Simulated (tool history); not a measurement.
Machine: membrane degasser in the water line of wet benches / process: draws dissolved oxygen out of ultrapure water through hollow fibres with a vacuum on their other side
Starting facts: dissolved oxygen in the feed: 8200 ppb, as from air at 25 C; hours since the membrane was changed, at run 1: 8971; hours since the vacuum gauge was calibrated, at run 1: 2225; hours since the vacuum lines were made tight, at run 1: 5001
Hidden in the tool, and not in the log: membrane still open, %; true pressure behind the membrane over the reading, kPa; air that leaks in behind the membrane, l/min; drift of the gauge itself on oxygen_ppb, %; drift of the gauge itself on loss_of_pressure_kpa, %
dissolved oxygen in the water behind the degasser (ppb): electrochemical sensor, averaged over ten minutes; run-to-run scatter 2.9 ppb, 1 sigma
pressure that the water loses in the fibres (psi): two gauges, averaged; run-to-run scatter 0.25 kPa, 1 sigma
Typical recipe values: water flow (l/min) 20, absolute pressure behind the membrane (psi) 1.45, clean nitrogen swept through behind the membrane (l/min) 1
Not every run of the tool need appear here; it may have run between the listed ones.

run    hour  water flow (l/min)  absolute pressure behind the membrane (psi)  clean nitrogen swept through behind the membrane (l/min)  hours since the membrane was changed  hours since the vacuum gauge was calibrated  hours since the vacuum lines were made tight  dissolved oxygen in the water behind the degasser (ppb)  pressure that the water loses in the fibres (psi)
  1       0                  20                                         1.45                                                         1                                  8971                                         2225                                          5001                                                    335.6                                              9.995
  2   323.1                  20                                         1.45                                                         1                                  9294                                         2548                                          5325                                                    342.2                                             10.037
      573.6  -- seals of the vacuum lines changed
  3   603.5                  20                                         1.45                                                         1                                  9572                                         2826                                            30                                                    336.7                                             10.055
  4   807.1                  20                                         0.88                                                         1                                  9776                                         3030                                           233                                                    173.8                                             10.038
      918.2  -- vacuum gauge calibrated
  5  1068.7                  20                                         0.88                                                         1                                 10037                                          150                                           495                                                    174.9                                             10.092
  6  1261.4                  20                                         1.03                                                         1                                 10230                                          343                                           687                                                    215.6                                             10.032
  7  1437.7                  19                                         2.29                                                      0.97                                 10406                                          520                                           864                                                    562.6                                              9.587
  8  1663.7                  19                                         2.29                                                      0.97                                 10632                                          746                                          1090                                                    557.8                                              9.593
  9  1842.6                  31                                         1.84                                                      0.49                                 10811                                          924                                          1268                                                   1070.8                                             15.705
 10  2193.9                  18                                         1.45                                                      0.71                                 11162                                         1276                                          1620                                                    397.8                                               9.15
 11  2347.1                  20                                         2.78                                                      0.63                                 11315                                         1429                                          1773                                                    986.6                                             10.084

What if the next run were any one of these 4? Each begins from the tool's condition after run 11:
  A  2513.8                  31                                         2.78                                                      0.89                                 11482                                         1596                                          1940                                                        ?                                                  ?
  B  2513.8                  13                                         3.03                                                       1.5                                 11482                                         1596                                          1940                                                        ?                                                  ?
  C  2513.8                  22                                         2.78                                                      0.46                                 11482                                         1596                                          1940                                                        ?                                                  ?
  D  2513.8                  13                                         1.45                                                         1                                 11482                                         1596                                          1940                                                        ?                                                  ?

run  dissolved oxygen in the water behind the degasser (ppb)  pressure that the water loses in the fibres (psi)
  A                                                   1113.8                                             15.732
  B                                                    369.2                                              6.577
  C                                                     1344                                             11.017
  D                                                    218.5                                              6.598
Had the tool no hidden state, the same runs would have come out as:
run  dissolved oxygen in the water behind the degasser (ppb)  pressure that the water loses in the fibres (psi)
  A                                                     1089                                             14.856
  B                                                    361.2                                              6.212
  C                                                   1329.2                                             10.402
  D                                                    211.3                                              6.229
